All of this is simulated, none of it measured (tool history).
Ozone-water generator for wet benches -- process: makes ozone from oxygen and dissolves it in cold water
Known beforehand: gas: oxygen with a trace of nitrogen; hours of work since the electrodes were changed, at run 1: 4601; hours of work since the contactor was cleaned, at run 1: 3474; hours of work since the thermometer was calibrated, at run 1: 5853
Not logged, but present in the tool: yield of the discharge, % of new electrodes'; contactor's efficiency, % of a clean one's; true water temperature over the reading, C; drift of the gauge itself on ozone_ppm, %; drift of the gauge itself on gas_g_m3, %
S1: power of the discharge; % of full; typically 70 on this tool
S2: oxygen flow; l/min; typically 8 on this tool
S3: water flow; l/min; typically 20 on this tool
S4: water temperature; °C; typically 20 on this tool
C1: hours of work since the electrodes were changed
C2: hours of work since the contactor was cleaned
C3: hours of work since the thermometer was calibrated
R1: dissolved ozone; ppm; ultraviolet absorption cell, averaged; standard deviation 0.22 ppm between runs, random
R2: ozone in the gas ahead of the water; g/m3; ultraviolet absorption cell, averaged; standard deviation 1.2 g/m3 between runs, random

| run | day | S1 | S2 | S3 | S4 | C1 | C2 | C3 | R1 | R2 |
|---|---|---|---|---|---|---|---|---|---|---|
| 1 | 0 | 70 | 8 | 20 | 20 | 4601 | 3474 | 5853 | 26.6 | 190.1 |
|  | 4.496 | water thermometer calibrated |
| 2 | 4.729 | 70 | 8 | 20 | 20 | 4682 | 3556 | 4 | 26.9 | 190 |
| 3 | 12.612 | 70 | 8 | 20 | 20 | 4818 | 3692 | 140 | 27 | 188.9 |
| 4 | 20.246 | 70 | 8 | 20 | 20 | 4950 | 3823 | 272 | 26.9 | 187.2 |
| 5 | 24.312 | 70 | 8 | 20 | 20 | 5020 | 3893 | 342 | 26.6 | 186.9 |
| 6 | 31.579 | 70 | 8 | 20 | 20 | 5145 | 4019 | 467 | 26.1 | 186.8 |
|  | 35.792 | contactor cleaned |
| 7 | 36.288 | 98 | 8 | 20 | 20 | 5224 | 9 | 545 | 31.2 | 217.3 |
| 8 | 44.696 | 98 | 8 | 20 | 20 | 5369 | 154 | 690 | 31.1 | 215.4 |
| 9 | 49.212 | 98 | 8 | 29 | 20 | 5446 | 231 | 768 | 24.5 | 214.8 |
| 10 | 57.633 | 98 | 8 | 29 | 20 | 5592 | 377 | 914 | 24.7 | 212.1 |
| 11 | 63.654 | 98 | 8 | 29 | 20 | 5695 | 480 | 1017 | 24.1 | 212.9 |
| 12 | 70.5 | 70 | 8 | 13 | 20 | 5814 | 599 | 1135 | 31.8 | 181.7 |
| 13 | 74.733 | 70 | 8 | 13 | 20 | 5887 | 672 | 1208 | 32 | 182.4 |
| 14 | 81.954 | 70 | 8 | 27 | 20 | 6011 | 796 | 1333 | 22.1 | 182.3 |
| 15 | 88.358 | 70 | 8 | 27 | 20 | 6122 | 907 | 1443 | 21.7 | 179.5 |
| 16 | 92.338 | 70 | 5.72 | 20 | 20 | 6190 | 975 | 1512 | 27 | 224.3 |
| 17 | 98.117 | 70 | 5.72 | 12 | 17 | 6290 | 1075 | 1612 | 38.2 | 220.5 |
| 18 | 104.229 | 70 | 5.72 | 12 | 17 | 6395 | 1180 | 1717 | 38 | 222.2 |
| 19 | 109.15 | 70 | 5.72 | 12 | 17 | 6480 | 1265 | 1802 | 38 | 220.6 |
| 20 | 117.217 | 70 | 12.11 | 20 | 20 | 6619 | 1404 | 1941 | 22.3 | 136.8 |
| 21 | 124.146 | 70 | 12.11 | 20 | 20 | 6739 | 1524 | 2061 | 22.6 | 134.2 |
| 22 | 130.483 | 70 | 8.21 | 19 | 20 | 6848 | 1633 | 2170 | 25.6 | 173 |
| 23 | 135.967 | 44 | 8 | 21 | 20 | 6943 | 1728 | 2264 | 19.9 | 145 |
| 24 | 139.629 | 49 | 8 | 29 | 25 | 7006 | 1791 | 2328 | 15.9 | 150 |
| 25 | 143.458 | 60 | 6.04 | 16 | 20 | 7072 | 1857 | 2394 | 28.2 | 197 |
| 26 | 152.475 | 99 | 8 | 13 | 25 | 7227 | 2012 | 2549 | 31.6 | 198.6 |
|  | 156.629 | electrodes of the discharge changed |
| 27 | 161.05 | 99 | 8 | 31 | 18 | 76 | 2156 | 2693 | 29.6 | 266.2 |
| 28 | 167.079 | 45 | 5.63 | 20 | 20 | 180 | 2260 | 2797 | 26.6 | 220.8 |
| 29 | 175.888 | 60 | 8 | 18 | 21 | 332 | 2412 | 2949 | 29.7 | 204.8 |
| 30 | 180.979 | 63 | 6.96 | 20 | 20 | 420 | 2500 | 3036 | 30.5 | 228.3 |
| 31 | 189.838 | 63 | 6.96 | 20 | 20 | 573 | 2652 | 3189 | 30.2 | 230.3 |
| 32 | 196 | 70 | 10.95 | 17 | 20 | 679 | 2759 | 3295 | 30.8 | 181.8 |

Across each entry between runs, compare the hidden state at the last listed run before it with the hidden state at the first listed run after it:
Run 1 -> run 2: water thermometer calibrated (day 4.496)
  yield of the discharge, % of new electrodes': 85.1 -> 84.8; contactor's efficiency, % of a clean one's: 93.1 -> 92.9; true water temperature over the reading, C: 0.55 -> -0.03
  the result without the hidden state subtracted from the measured one, R1: -5.7 -> -5.6 ppm; R2: -33.3 -> -34.1 g/m3
Run 6 -> run 7: contactor cleaned (day 35.792)
  yield of the discharge, % of new electrodes': 83.5 -> 83.3; contactor's efficiency, % of a clean one's: 92.1 -> 99
  the result without the hidden state subtracted from the measured one, R1: -6.1 -> -7.5 ppm; R2: -37 -> -51.3 g/m3
Run 26 -> run 27: electrodes of the discharge changed (day 156.629)
  yield of the discharge, % of new electrodes': 77.6 -> 99.9; contactor's efficiency, % of a clean one's: 95.5 -> 95.2; true water temperature over the reading, C: 0.23 -> 0.24
  the result without the hidden state subtracted from the measured one, R1: -11.7 -> -0.8 ppm; R2: -68.1 -> -0.4 g/m3
